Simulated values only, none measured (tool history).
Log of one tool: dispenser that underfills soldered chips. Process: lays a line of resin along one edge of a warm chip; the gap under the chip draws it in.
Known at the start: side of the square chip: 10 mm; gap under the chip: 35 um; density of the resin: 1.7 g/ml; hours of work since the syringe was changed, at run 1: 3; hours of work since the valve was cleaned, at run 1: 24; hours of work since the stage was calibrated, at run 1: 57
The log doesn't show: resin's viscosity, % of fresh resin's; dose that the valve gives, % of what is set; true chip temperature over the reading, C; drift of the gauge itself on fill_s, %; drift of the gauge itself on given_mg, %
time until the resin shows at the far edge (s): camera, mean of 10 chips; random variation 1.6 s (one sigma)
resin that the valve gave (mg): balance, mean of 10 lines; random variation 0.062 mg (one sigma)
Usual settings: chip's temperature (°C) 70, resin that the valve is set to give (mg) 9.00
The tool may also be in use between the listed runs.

run   hour  chip's temperature (°C)  resin that the valve is set to give (mg)  hours of work since the syringe was changed  hours of work since the valve was cleaned  hours of work since the stage was calibrated  time until the resin shows at the far edge (s)  resin that the valve gave (mg)
  1    0.0                       70                                      9.00                                            3                                         24                                            57                                           195.8                            8.82
  2    4.3                       70                                      8.32                                            6                                         27                                            60                                           246.8                            8.19
       5.5  -- new syringe of resin
  3    8.3                       70                                      8.32                                            2                                         30                                            63                                           192.8                            8.09
  4   12.5                       70                                      8.32                                            5                                         34                                            67                                           238.4                            8.14
      14.3  -- new syringe of resin
  5   17.9                       70                                      8.32                                            3                                         38                                            71                                           197.3                            8.18
  6   21.6                       70                                      8.32                                            6                                         40                                            74                                           235.2                            8.04
      23.1  -- new syringe of resin
  7   25.5                       70                                      8.32                                            2                                         43                                            76                                           184.8                            8.05
  8   29.3                       70                                      9.61                                            5                                         46                                            79                                           218.8                            9.30
      31.9  -- new syringe of resin
  9   32.4                       70                                      9.61                                            0                                         49                                            82                                           171.4                            9.39
 10   37.9                       70                                      9.61                                            5                                         53                                            86                                           224.8                            9.12
      40.7  -- new syringe of resin
 11   41.7                       57                                      9.00                                            1                                         56                                            89                                           296.9                            8.64
 12   46.0                       70                                      9.17                                            4                                         59                                            92                                           218.3                            8.69
      49.6  -- new syringe of resin
 13   52.3                       70                                      9.17                                            2                                         64                                            97                                           189.7                            8.80
 14   57.3                       70                                      9.17                                            6                                         68                                           101                                           241.5                            8.64
      58.5  -- new syringe of resin
 15   61.1                       70                                      9.00                                            2                                         70                                           103                                           192.8                            8.41
 16   66.7                       70                                      9.00                                            6                                         75                                           108                                           253.1                            8.48
      67.4  -- new syringe of resin
 17   70.5                       70                                      9.00                                            2                                         77                                           110                                           192.5                            8.38
 18   73.6                       70                                      9.00                                            5                                         80                                           113                                           226.4                            8.46
      76.4  -- new syringe of resin
 19   78.3                       62                                      9.50                                            2                                         83                                           116                                           252.3                            8.77
 20   83.7                       74                                      9.13                                            6                                         88                                           121                                           206.0                            8.52
      85.6  -- new syringe of resin
 21   89.8                       68                                      9.92                                            3                                         92                                           125                                           222.0                            9.17
      94.5  -- new syringe of resin
 22   94.7                       71                                     10.21                                            0                                         96                                           129                                           161.7                            9.54
 23   98.1                       76                                      8.22                                            3                                         98                                           131                                           165.8                            7.51
     103.4  -- new syringe of resin
 24  103.6                       58                                      9.58                                            0                                        102                                           135                                           281.1                            8.81
 25  108.3                       61                                     10.18                                            4                                        106                                           139                                           303.8                            9.43
     112.3  -- new syringe of resin
 26  113.9                       67                                      8.44                                            1                                        110                                           143                                           213.6                            7.79
 27  118.6                       75                                      8.55                                            5                                        114                                           147                                           196.1                            7.86
     121.3  -- new syringe of resin
 28  124.5                       77                                      8.55                                            3                                        118                                           151                                           157.8                            7.74
 29  127.3                       84                                      9.86                                            5                                        120                                           154                                           132.9                            8.97
     130.2  -- new syringe of resin
 30  130.9                       64                                     10.28                                            1                                        123                                           156                                           222.6                            9.50
 31  136.1                       64                                     10.28                                            5                                        127                                           160                                           285.4                            9.34
     139.0  -- new syringe of resin
 32  139.4                       70                                     11.29                                            0                                        130                                           163                                           168.4                           10.23
     144.0  -- dispensing valve cleaned and set on the balance
 33  145.9                       76                                      7.79                                            5                                          1                                           167                                           179.5                            7.80
     149.0  -- new syringe of resin
 34  152.0                       77                                      8.03                                            2                                          6                                           171                                           154.3                            7.92

Hidden state at the last listed run before each entry between runs and at the first one after, where it differs:
Between runs 2 and 3: new syringe of resin (hour 5.5)
  resin's viscosity, % of fresh resin's: 144.7 -> 115.1; dose that the valve gives, % of what is set: 97.71 -> 97.51; true chip temperature over the reading, C: -0.69 -> -0.71
  measured less the result without the state, time until the resin shows at the far edge (s): +81.7 -> +30.7; resin that the valve gave (mg): -0.19 -> -0.20
Between runs 4 and 5: new syringe of resin (hour 14.3)
  resin's viscosity, % of fresh resin's: 141 -> 117; dose that the valve gives, % of what is set: 97.27 -> 97; true chip temperature over the reading, C: -0.73 -> -0.76
  measured less the result without the state, time until the resin shows at the far edge (s): +75.2 -> +34.8; resin that the valve gave (mg): -0.23 -> -0.25
Between runs 6 and 7: new syringe of resin (hour 23.1)
  resin's viscosity, % of fresh resin's: 139.7 -> 110; dose that the valve gives, % of what is set: 96.78 -> 96.58; true chip temperature over the reading, C: -0.78 -> -0.8
  measured less the result without the state, time until the resin shows at the far edge (s): +73.2 -> +23.4; resin that the valve gave (mg): -0.26 -> -0.28
Between runs 8 and 9: new syringe of resin (hour 31.9)
  resin's viscosity, % of fresh resin's: 132.5 -> 102.3; dose that the valve gives, % of what is set: 96.34 -> 96.19; true chip temperature over the reading, C: -0.82 -> -0.83
  measured less the result without the state, time until the resin shows at the far edge (s): +59.5 -> +10.0; resin that the valve gave (mg): -0.35 -> -0.36
Between runs 10 and 11: new syringe of resin (hour 40.7)
  resin's viscosity, % of fresh resin's: 133.8 -> 104.5; dose that the valve gives, % of what is set: 95.85 -> 95.63; true chip temperature over the reading, C: -0.86 -> -0.88
  measured less the result without the state, time until the resin shows at the far edge (s): +63.1 -> +25.2; resin that the valve gave (mg): -0.39 -> -0.39
Between runs 12 and 13: new syringe of resin (hour 49.6)
  resin's viscosity, % of fresh resin's: 128.7 -> 114.1; dose that the valve gives, % of what is set: 95.41 -> 95.09; true chip temperature over the reading, C: -0.91 -> -0.94
  measured less the result without the state, time until the resin shows at the far edge (s): +55.8 -> +30.8; resin that the valve gave (mg): -0.42 -> -0.45
Between runs 14 and 15: new syringe of resin (hour 58.5)
  resin's viscosity, % of fresh resin's: 145.5 -> 115.4; dose that the valve gives, % of what is set: 94.82 -> 94.64; true chip temperature over the reading, C: -0.97 -> -0.98
  measured less the result without the state, time until the resin shows at the far edge (s): +83.1 -> +33.5; resin that the valve gave (mg): -0.48 -> -0.48
Between runs 16 and 17: new syringe of resin (hour 67.4)
  resin's viscosity, % of fresh resin's: 151 -> 113.9; dose that the valve gives, % of what is set: 94.32 -> 94.13; true chip temperature over the reading, C: -1.01 -> -1.03
  measured less the result without the state, time until the resin shows at the far edge (s): +93.6 -> +31.9; resin that the valve gave (mg): -0.52 -> -0.53
Between runs 18 and 19: new syringe of resin (hour 76.4)
  resin's viscosity, % of fresh resin's: 132.2 -> 110.1; dose that the valve gives, % of what is set: 93.96 -> 93.7; true chip temperature over the reading, C: -1.05 -> -1.07
  measured less the result without the state, time until the resin shows at the far edge (s): +63.9 -> +35.1; resin that the valve gave (mg): -0.55 -> -0.59
Between runs 20 and 21: new syringe of resin (hour 85.6)
  resin's viscosity, % of fresh resin's: 142.9 -> 122.2; dose that the valve gives, % of what is set: 93.38 -> 93.06; true chip temperature over the reading, C: -1.1 -> -1.13
  measured less the result without the state, time until the resin shows at the far edge (s): +69.6 -> +49.5; resin that the valve gave (mg): -0.61 -> -0.68
Between runs 21 and 22: new syringe of resin (hour 94.5)
  resin's viscosity, % of fresh resin's: 122.2 -> 100.8; dose that the valve gives, % of what is set: 93.06 -> 92.79; true chip temperature over the reading, C: -1.13 -> -1.16
  measured less the result without the state, time until the resin shows at the far edge (s): +49.5 -> +9.6; resin that the valve gave (mg): -0.68 -> -0.73
Between runs 23 and 24: new syringe of resin (hour 103.4)
  resin's viscosity, % of fresh resin's: 118.6 -> 100.6; dose that the valve gives, % of what is set: 92.62 -> 92.33; true chip temperature over the reading, C: -1.18 -> -1.21
  measured less the result without the state, time until the resin shows at the far edge (s): +34.7 -> +18.6; resin that the valve gave (mg): -0.60 -> -0.74
Between runs 25 and 26: new syringe of resin (hour 112.3)
  resin's viscosity, % of fresh resin's: 126.6 -> 108.7; dose that the valve gives, % of what is set: 92.04 -> 91.74; true chip temperature over the reading, C: -1.23 -> -1.26
  measured less the result without the state, time until the resin shows at the far edge (s): +77.6 -> +30.7; resin that the valve gave (mg): -0.82 -> -0.70
Between runs 27 and 28: new syringe of resin (hour 121.3)
  resin's viscosity, % of fresh resin's: 135.9 -> 117.1; dose that the valve gives, % of what is set: 91.46 -> 91.15; true chip temperature over the reading, C: -1.29 -> -1.32
  measured less the result without the state, time until the resin shows at the far edge (s): +61.7 -> +32.4; resin that the valve gave (mg): -0.73 -> -0.75
Between runs 29 and 30: new syringe of resin (hour 130.2)
  resin's viscosity, % of fresh resin's: 133.9 -> 102.9; dose that the valve gives, % of what is set: 91.01 -> 90.84; true chip temperature over the reading, C: -1.33 -> -1.35
  measured less the result without the state, time until the resin shows at the far edge (s): +39.5 -> +19.8; resin that the valve gave (mg): -0.89 -> -0.94
Between runs 31 and 32: new syringe of resin (hour 139.0)
  resin's viscosity, % of fresh resin's: 132.2 -> 101; dose that the valve gives, % of what is set: 90.52 -> 90.38; true chip temperature over the reading, C: -1.38 -> -1.4
  measured less the result without the state, time until the resin shows at the far edge (s): +83.4 -> +11.4; resin that the valve gave (mg): -0.98 -> -1.09
Between runs 32 and 33: dispensing valve cleaned and set on the balance (hour 144.0)
  resin's viscosity, % of fresh resin's: 101 -> 131.4; dose that the valve gives, % of what is set: 90.38 -> 99.95; true chip temperature over the reading, C: -1.4 -> -1.43
  measured less the result without the state, time until the resin shows at the far edge (s): +11.4 -> +50.1; resin that the valve gave (mg): -1.09 -> -0.01
Between runs 33 and 34: new syringe of resin (hour 149.0)
  resin's viscosity, % of fresh resin's: 131.4 -> 114.9; dose that the valve gives, % of what is set: 99.95 -> 99.62; true chip temperature over the reading, C: -1.43 -> -1.46
  measured less the result without the state, time until the resin shows at the far edge (s): +50.1 -> +27.4; resin that the valve gave (mg): -0.01 -> -0.03

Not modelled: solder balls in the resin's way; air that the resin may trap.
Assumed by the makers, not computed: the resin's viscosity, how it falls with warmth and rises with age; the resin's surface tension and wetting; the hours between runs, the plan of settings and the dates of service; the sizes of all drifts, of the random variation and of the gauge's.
